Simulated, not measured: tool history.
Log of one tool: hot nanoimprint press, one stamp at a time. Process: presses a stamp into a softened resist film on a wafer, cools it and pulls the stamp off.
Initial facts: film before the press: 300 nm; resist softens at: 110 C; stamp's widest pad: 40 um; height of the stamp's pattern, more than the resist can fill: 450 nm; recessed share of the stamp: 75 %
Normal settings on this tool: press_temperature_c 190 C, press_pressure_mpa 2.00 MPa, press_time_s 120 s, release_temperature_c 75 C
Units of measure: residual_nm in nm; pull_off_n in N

run 1 day=0.000 | press_temperature_c=190 press_pressure_mpa=2.00 press_time_s=120 release_temperature_c=75 | residual_nm=130.0 pull_off_n=205
run 2 day=0.992 | press_temperature_c=190 press_pressure_mpa=2.00 press_time_s=120 release_temperature_c=64 | residual_nm=129.8 pull_off_n=255
run 3 day=1.729 | press_temperature_c=190 press_pressure_mpa=2.00 press_time_s=120 release_temperature_c=64 | residual_nm=129.2 pull_off_n=243
run 4 day=2.738 | press_temperature_c=190 press_pressure_mpa=2.00 press_time_s=120 release_temperature_c=67 | residual_nm=129.2 pull_off_n=245
-- day=3.225 stamp cleaned and given a new release coat
run 5 day=3.704 | press_temperature_c=190 press_pressure_mpa=2.00 press_time_s=120 release_temperature_c=67 | residual_nm=128.2 pull_off_n=187
run 6 day=4.200 | press_temperature_c=190 press_pressure_mpa=2.00 press_time_s=120 release_temperature_c=67 | residual_nm=129.2 pull_off_n=195
run 7 day=5.067 | press_temperature_c=190 press_pressure_mpa=2.00 press_time_s=96 release_temperature_c=67 | residual_nm=138.1 pull_off_n=194
run 8 day=5.629 | press_temperature_c=190 press_pressure_mpa=2.00 press_time_s=120 release_temperature_c=75 | residual_nm=128.4 pull_off_n=172
run 9 day=6.638 | press_temperature_c=190 press_pressure_mpa=1.58 press_time_s=120 release_temperature_c=75 | residual_nm=146.4 pull_off_n=177
run 10 day=7.175 | press_temperature_c=190 press_pressure_mpa=1.58 press_time_s=120 release_temperature_c=75 | residual_nm=146.7 pull_off_n=179
run 11 day=8.188 | press_temperature_c=190 press_pressure_mpa=2.00 press_time_s=120 release_temperature_c=75 | residual_nm=128.3 pull_off_n=182
run 12 day=8.779 | press_temperature_c=190 press_pressure_mpa=2.00 press_time_s=120 release_temperature_c=75 | residual_nm=127.7 pull_off_n=174
run 13 day=9.392 | press_temperature_c=190 press_pressure_mpa=2.00 press_time_s=192 release_temperature_c=75 | residual_nm=109.3 pull_off_n=182
run 14 day=10.379 | press_temperature_c=190 press_pressure_mpa=2.00 press_time_s=120 release_temperature_c=75 | residual_nm=127.3 pull_off_n=187
run 15 day=11.108 | press_temperature_c=190 press_pressure_mpa=2.00 press_time_s=120 release_temperature_c=75 | residual_nm=128.1 pull_off_n=193
run 16 day=11.867 | press_temperature_c=185 press_pressure_mpa=2.50 press_time_s=179 release_temperature_c=66 | residual_nm=112.0 pull_off_n=218
run 17 day=12.838 | press_temperature_c=185 press_pressure_mpa=2.50 press_time_s=179 release_temperature_c=66 | residual_nm=111.3 pull_off_n=227
-- day=13.058 plate thermocouple calibrated
run 18 day=13.521 | press_temperature_c=185 press_pressure_mpa=2.50 press_time_s=179 release_temperature_c=66 | residual_nm=110.0 pull_off_n=222
run 19 day=14.421 | press_temperature_c=185 press_pressure_mpa=2.50 press_time_s=179 release_temperature_c=66 | residual_nm=109.7 pull_off_n=226
run 20 day=14.988 | press_temperature_c=185 press_pressure_mpa=2.50 press_time_s=179 release_temperature_c=66 | residual_nm=109.4 pull_off_n=226
run 21 day=15.508 | press_temperature_c=185 press_pressure_mpa=1.65 press_time_s=179 release_temperature_c=64 | residual_nm=139.0 pull_off_n=239
run 22 day=16.042 | press_temperature_c=182 press_pressure_mpa=2.00 press_time_s=120 release_temperature_c=75 | residual_nm=152.9 pull_off_n=199
run 23 day=16.962 | press_temperature_c=184 press_pressure_mpa=2.00 press_time_s=197 release_temperature_c=79 | residual_nm=124.1 pull_off_n=194
-- day=17.512 plate thermocouple calibrated, once more
run 24 day=17.525 | press_temperature_c=183 press_pressure_mpa=2.00 press_time_s=152 release_temperature_c=68 | residual_nm=146.1 pull_off_n=237
run 25 day=18.067 | press_temperature_c=190 press_pressure_mpa=1.28 press_time_s=172 release_temperature_c=79 | residual_nm=150.1 pull_off_n=198
run 26 day=18.958 | press_temperature_c=190 press_pressure_mpa=2.49 press_time_s=120 release_temperature_c=65 | residual_nm=115.4 pull_off_n=249
run 27 day=19.967 | press_temperature_c=197 press_pressure_mpa=2.00 press_time_s=167 release_temperature_c=75 | residual_nm=97.9 pull_off_n=221
-- day=20.567 stamp cleaned and given a new release coat
run 28 day=20.742 | press_temperature_c=190 press_pressure_mpa=1.83 press_time_s=120 release_temperature_c=61 | residual_nm=137.6 pull_off_n=208
run 29 day=21.754 | press_temperature_c=190 press_pressure_mpa=1.67 press_time_s=82 release_temperature_c=75 | residual_nm=162.1 pull_off_n=173

Each run again, without the hidden state but with its own random variation kept:
The hidden state here: true temperature over the reading, C; pressure that arrives at the usual setting, %; grip of the stamp's worn release coat, % over a new coat's; drift of the gauge itself on residual_nm, %; drift of the gauge itself on pull_off_n, %.
run=1 residual_nm=130.3 pull_off_n=164
run=2 residual_nm=130.3 pull_off_n=201
run=3 residual_nm=129.8 pull_off_n=190
run=4 residual_nm=130.0 pull_off_n=189
run=5 residual_nm=129.2 pull_off_n=186
run=6 residual_nm=130.3 pull_off_n=194
run=7 residual_nm=139.4 pull_off_n=189
run=8 residual_nm=129.8 pull_off_n=167
run=9 residual_nm=148.3 pull_off_n=169
run=10 residual_nm=148.7 pull_off_n=169
run=11 residual_nm=130.1 pull_off_n=170
run=12 residual_nm=129.7 pull_off_n=160
run=13 residual_nm=111.2 pull_off_n=167
run=14 residual_nm=129.6 pull_off_n=168
run=15 residual_nm=130.5 pull_off_n=172
run=16 residual_nm=114.3 pull_off_n=191
run=17 residual_nm=113.8 pull_off_n=196
run=18 residual_nm=114.0 pull_off_n=192
run=19 residual_nm=113.8 pull_off_n=193
run=20 residual_nm=113.7 pull_off_n=192
run=21 residual_nm=144.7 pull_off_n=201
run=22 residual_nm=159.0 pull_off_n=167
run=23 residual_nm=129.5 pull_off_n=161
run=24 residual_nm=144.4 pull_off_n=189
run=25 residual_nm=149.1 pull_off_n=156
run=26 residual_nm=114.0 pull_off_n=194
run=27 residual_nm=97.1 pull_off_n=170
run=28 residual_nm=136.8 pull_off_n=208
run=29 residual_nm=161.6 pull_off_n=170
